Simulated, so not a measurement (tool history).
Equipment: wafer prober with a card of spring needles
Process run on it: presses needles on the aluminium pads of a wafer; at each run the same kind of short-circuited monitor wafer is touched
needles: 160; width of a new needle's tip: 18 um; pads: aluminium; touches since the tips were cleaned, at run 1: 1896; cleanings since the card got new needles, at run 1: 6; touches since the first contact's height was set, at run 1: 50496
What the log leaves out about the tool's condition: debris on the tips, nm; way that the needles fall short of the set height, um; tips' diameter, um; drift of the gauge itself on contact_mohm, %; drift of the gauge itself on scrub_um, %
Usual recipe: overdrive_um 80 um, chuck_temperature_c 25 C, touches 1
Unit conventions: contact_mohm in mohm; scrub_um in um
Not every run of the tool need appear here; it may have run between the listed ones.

run    hour  overdrive_um  chuck_temperature_c  touches  touches since the tips were cleaned  cleanings since the card got new needles  touches since the first contact's height was set  contact_mohm  scrub_um
  1       0            80                   25        1                                 1896                                         6                                             50496           205     17.07
       14.9  -- tips cleaned on abrasive film
       37.2  -- tips cleaned on abrasive film
  2    37.2            80                   25        1                                    0                                         8                                             63955           205     17.06
       59.2  -- tips cleaned on abrasive film
       78.9  -- tips cleaned on abrasive film
  3    78.9            80                   55        1                                    0                                        10                                             79043           214     17.04
      102.2  -- tips cleaned on abrasive film
      122.7  -- tips cleaned on abrasive film
  4     135            80                   55        1                                 4465                                        12                                             99353           214     17.09
      144.8  -- tips cleaned on abrasive film
      167.4  -- tips cleaned on abrasive film
  5   170.2            80                   55        1                                 1030                                        14                                            112092           213     17.02
      187.8  -- tips cleaned on abrasive film
  6   203.6            80                   55        1                                 5734                                        15                                            124213           215     17.09
      211.7  -- tips cleaned on abrasive film
      231.4  -- tips cleaned on abrasive film
  7     249            80                   54        1                                 6417                                        17                                            140643           210     17.12
      253.7  -- tips cleaned on abrasive film
      278.1  -- tips cleaned on abrasive film
  8     291            80                   25        1                                 4696                                        19                                            155855           206     17.14
      298.7  -- tips cleaned on abrasive film
      319.8  -- tips cleaned on abrasive film
        341  -- tips cleaned on abrasive film
  9   356.6            88                   25        1                                 5679                                        22                                            179607           202     18.83
      360.6  -- tips cleaned on abrasive film
      380.7  -- tips cleaned on abrasive film
      401.8  -- tips cleaned on abrasive film
      411.5  -- height of the first contact set anew
 10   411.5            82                   25        1                                 3404                                        25                                                 0           205     17.57
      422.1  -- tips cleaned on abrasive film
      442.8  -- tips cleaned on abrasive film
      463.5  -- tips cleaned on abrasive film
 11   463.5            82                   25        1                                    0                                        28                                             18814           210     17.57
        484  -- tips cleaned on abrasive film
 12   491.7            80                   25        2                                 2815                                        29                                             29030           200     17.16
      505.3  -- tips cleaned on abrasive film
 13   524.6            80                   25        2                                 7046                                        30                                             40968           205     17.17
      527.5  -- tips cleaned on abrasive film
        550  -- tips cleaned on abrasive film
      570.6  -- tips cleaned on abrasive film
 14   570.6            80                   25        2                                    0                                        33                                             57572           204     17.18
      591.5  -- tips cleaned on abrasive film
      615.8  -- tips cleaned on abrasive film
 15   618.7            80                   25        2                                 1051                                        35                                             74995           202     17.18
      639.9  -- tips cleaned on abrasive film
      661.3  -- tips cleaned on abrasive film
 16   679.3            80                   25        1                                 6516                                        37                                             96943           208     17.19
      684.2  -- tips cleaned on abrasive film
      705.3  -- tips cleaned on abrasive film
      724.8  -- tips cleaned on abrasive film
 17     732            80                   25        1                                 2609                                        40                                            116021           206     17.22
      746.8  -- tips cleaned on abrasive film
 18   761.2            93                   25        1                                 5213                                        41                                            126578           202     20.04
        769  -- tips cleaned on abrasive film
      791.4  -- tips cleaned on abrasive film
 19   808.5            93                   25        1                                 6227                                        43                                            143726           201     19.96
      812.6  -- tips cleaned on abrasive film
      835.8  -- tips cleaned on abrasive film
      857.2  -- tips cleaned on abrasive film
 20   873.5            93                   25        1                                 5933                                        46                                            167260           202     20.03
      877.3  -- tips cleaned on abrasive film
      898.2  -- tips cleaned on abrasive film
      920.5  -- gauge calibrated
      920.6  -- tips cleaned on abrasive film
 21   921.1            93                   25        1                                  183                                        49                                            184448           199     19.85
      940.4  -- tips cleaned on abrasive film
        959  -- height of the first contact set anew
        964  -- tips cleaned on abrasive film
 22   977.6            86                   59        2                                 4937                                        51                                              6708           211     18.34
      987.7  -- tips cleaned on abrasive film
     1008.4  -- tips cleaned on abrasive film
     1030.8  -- tips cleaned on abrasive film
 23  1039.3            74                   64        1                                 3069                                        54                                             29049           212     15.82
     1053.3  -- tips cleaned on abrasive film
 24  1067.1            74                   64        1                                 5017                                        55                                             39142           212      15.8
     1073.1  -- tips cleaned on abrasive film
       1095  -- tips cleaned on abrasive film
 25  1097.8            95                  122        1                                 1008                                        57                                             50212           221     20.25
     1115.1  -- tips cleaned on abrasive film
     1137.3  -- tips cleaned on abrasive film
 26  1150.8            80                   25        2                                 4913                                        59                                             69411           204     17.14
     1157.9  -- tips cleaned on abrasive film
     1179.7  -- tips cleaned on abrasive film
     1202.4  -- tips cleaned on abrasive film
 27  1211.4            80                   25        1                                 3273                                        62                                             91343           201     17.08
     1222.9  -- tips cleaned on abrasive film
     1244.6  -- tips cleaned on abrasive film
 28  1258.3            96                   27        2                                 4999                                        64                                            108340           202      20.5
     1268.2  -- tips cleaned on abrasive film
     1288.5  -- tips cleaned on abrasive film
 29  1296.3            96                   27        2                                 2860                                        66                                            122088           203     20.57
     1309.2  -- tips cleaned on abrasive film
     1330.6  -- tips cleaned on abrasive film
 30  1349.7            96                   27        2                                 6957                                        68                                            141434           203     20.55
     1354.7  -- tips cleaned on abrasive film
     1377.2  -- tips cleaned on abrasive film
     1399.4  -- tips cleaned on abrasive film
 31  1411.7            96                   27        2                                 4472                                        71                                            163857           203     20.55

Same runs, no hidden state in the tool, same run-to-run variation:
run  scrub_um
  1     17.07
  2     17.05
  3     17.03
  4     17.06
  5        17
  6     17.06
  7     17.08
  8     17.09
  9     18.77
 10      17.5
 11     17.49
 12     17.08
 13     17.08
 14     17.08
 15     17.07
 16     17.08
 17     17.09
 18     19.89
 19      19.8
 20     19.87
 21     19.85
 22     18.33
 23      15.8
 24     15.78
 25     20.22
 26      17.1
 27     17.03
 28     20.44
 29      20.5
 30     20.47
 31     20.45
For contact_mohm, the value without the hidden state is never more than 1 mohm from the measured value.
